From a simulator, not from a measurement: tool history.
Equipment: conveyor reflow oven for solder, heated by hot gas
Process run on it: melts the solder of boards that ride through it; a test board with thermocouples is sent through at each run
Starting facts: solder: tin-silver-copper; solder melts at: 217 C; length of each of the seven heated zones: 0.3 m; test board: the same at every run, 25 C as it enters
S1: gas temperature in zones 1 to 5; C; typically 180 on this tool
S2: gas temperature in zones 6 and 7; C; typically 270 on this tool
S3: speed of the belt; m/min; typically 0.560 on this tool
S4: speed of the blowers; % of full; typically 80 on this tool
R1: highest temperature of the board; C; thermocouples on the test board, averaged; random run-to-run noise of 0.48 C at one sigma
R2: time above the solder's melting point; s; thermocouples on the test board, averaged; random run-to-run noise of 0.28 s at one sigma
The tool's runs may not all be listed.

{"run": 1, "hour": 0.0, "S1": 180, "S2": 270, "S3": 0.56, "S4": 80, "R1": 258.6, "R2": 54.2}
{"run": 2, "hour": 35.9, "S1": 180, "S2": 270, "S3": 0.56, "S4": 80, "R1": 258.6, "R2": 54.5}
{"run": 3, "hour": 69.3, "S1": 180, "S2": 270, "S3": 0.56, "S4": 80, "R1": 259.3, "R2": 54.1}
{"run": 4, "hour": 93.2, "S1": 180, "S2": 270, "S3": 0.56, "S4": 80, "R1": 258.9, "R2": 53.6}
{"run": 5, "hour": 127.0, "S1": 180, "S2": 270, "S3": 0.56, "S4": 80, "R1": 258.3, "R2": 54.1}
{"run": 6, "hour": 149.3, "S1": 180, "S2": 270, "S3": 0.56, "S4": 80, "R1": 257.9, "R2": 53.9}
{"run": 7, "hour": 177.1, "S1": 180, "S2": 270, "S3": 0.56, "S4": 80, "R1": 258.3, "R2": 54.2}
{"run": 8, "hour": 204.3, "S1": 180, "S2": 270, "S3": 0.56, "S4": 80, "R1": 258.0, "R2": 54.0}
{"run": 9, "hour": 222.1, "S1": 180, "S2": 281, "S3": 0.56, "S4": 80, "R1": 268.8, "R2": 58.2}
{"run": 10, "hour": 257.1, "S1": 180, "S2": 281, "S3": 0.56, "S4": 80, "R1": 269.3, "R2": 58.0}
{"run": 11, "hour": 275.8, "S1": 180, "S2": 281, "S3": 0.56, "S4": 69, "R1": 265.6, "R2": 57.6}
{"run": 12, "hour": 313.3, "S1": 166, "S2": 270, "S3": 0.56, "S4": 80, "R1": 256.8, "R2": 49.0}
{"hour": 321.6, "done": "flux residue cleaned out of gas plates and filters"}
{"run": 13, "hour": 341.6, "S1": 166, "S2": 270, "S3": 0.56, "S4": 80, "R1": 256.6, "R2": 49.3}
{"run": 14, "hour": 368.7, "S1": 166, "S2": 270, "S3": 0.56, "S4": 80, "R1": 257.1, "R2": 49.8}
{"run": 15, "hour": 398.9, "S1": 166, "S2": 270, "S3": 0.56, "S4": 80, "R1": 256.0, "R2": 49.2}
{"run": 16, "hour": 427.5, "S1": 166, "S2": 266, "S3": 0.564, "S4": 80, "R1": 253.0, "R2": 46.8}
{"run": 17, "hour": 450.9, "S1": 180, "S2": 270, "S3": 0.646, "S4": 67, "R1": 252.0, "R2": 42.9}
{"run": 18, "hour": 491.0, "S1": 169, "S2": 259, "S3": 0.56, "S4": 80, "R1": 246.6, "R2": 45.1}
{"run": 19, "hour": 526.9, "S1": 169, "S2": 272, "S3": 0.669, "S4": 80, "R1": 252.5, "R2": 39.4}
{"run": 20, "hour": 555.8, "S1": 169, "S2": 272, "S3": 0.669, "S4": 80, "R1": 252.5, "R2": 39.1}
{"run": 21, "hour": 575.8, "S1": 169, "S2": 269, "S3": 0.669, "S4": 80, "R1": 250.6, "R2": 38.3}
{"run": 22, "hour": 598.9, "S1": 191, "S2": 264, "S3": 0.471, "S4": 80, "R1": 257.4, "R2": 69.5}
{"run": 23, "hour": 632.1, "S1": 182, "S2": 263, "S3": 0.637, "S4": 54, "R1": 243.5, "R2": 38.5}
{"run": 24, "hour": 662.8, "S1": 175, "S2": 270, "S3": 0.609, "S4": 80, "R1": 255.0, "R2": 46.6}
{"run": 25, "hour": 700.4, "S1": 180, "S2": 261, "S3": 0.517, "S4": 55, "R1": 248.3, "R2": 52.3}
{"run": 26, "hour": 717.6, "S1": 183, "S2": 264, "S3": 0.566, "S4": 70, "R1": 251.8, "R2": 50.7}
{"run": 27, "hour": 753.0, "S1": 183, "S2": 264, "S3": 0.566, "S4": 70, "R1": 252.4, "R2": 51.0}
{"run": 28, "hour": 780.2, "S1": 183, "S2": 264, "S3": 0.566, "S4": 70, "R1": 251.9, "R2": 51.2}
{"run": 29, "hour": 811.6, "S1": 183, "S2": 264, "S3": 0.566, "S4": 70, "R1": 251.9, "R2": 50.3}
{"run": 30, "hour": 837.6, "S1": 180, "S2": 270, "S3": 0.522, "S4": 80, "R1": 259.6, "R2": 59.0}

Predict each of these 3 candidate next runs independently; none follows another, all start after run 30:
{"hour": 845.7, "done": "flux residue cleaned out of gas plates and filters"}
{"run": "A", "hour": 870.8, "S1": 192, "S2": 270, "S3": 0.522, "S4": 70, "R1": "?", "R2": "?"}
{"hour": 845.7, "done": "flux residue cleaned out of gas plates and filters"}
{"run": "B", "hour": 870.8, "S1": 186, "S2": 270, "S3": 0.613, "S4": 80, "R1": "?", "R2": "?"}
{"hour": 845.7, "done": "flux residue cleaned out of gas plates and filters"}
{"run": "C", "hour": 870.8, "S1": 180, "S2": 283, "S3": 0.522, "S4": 80, "R1": "?", "R2": "?"}

run=A R1=259.9 R2=63.6
run=B R1=256.5 R2=50.5
run=C R1=272.4 R2=63.6
The same runs, with their run-to-run variation unchanged, on a tool lacking any hidden condition would have given:
run=A R1=260.0 R2=63.5
run=B R1=256.6 R2=50.4
run=C R1=272.5 R2=63.5
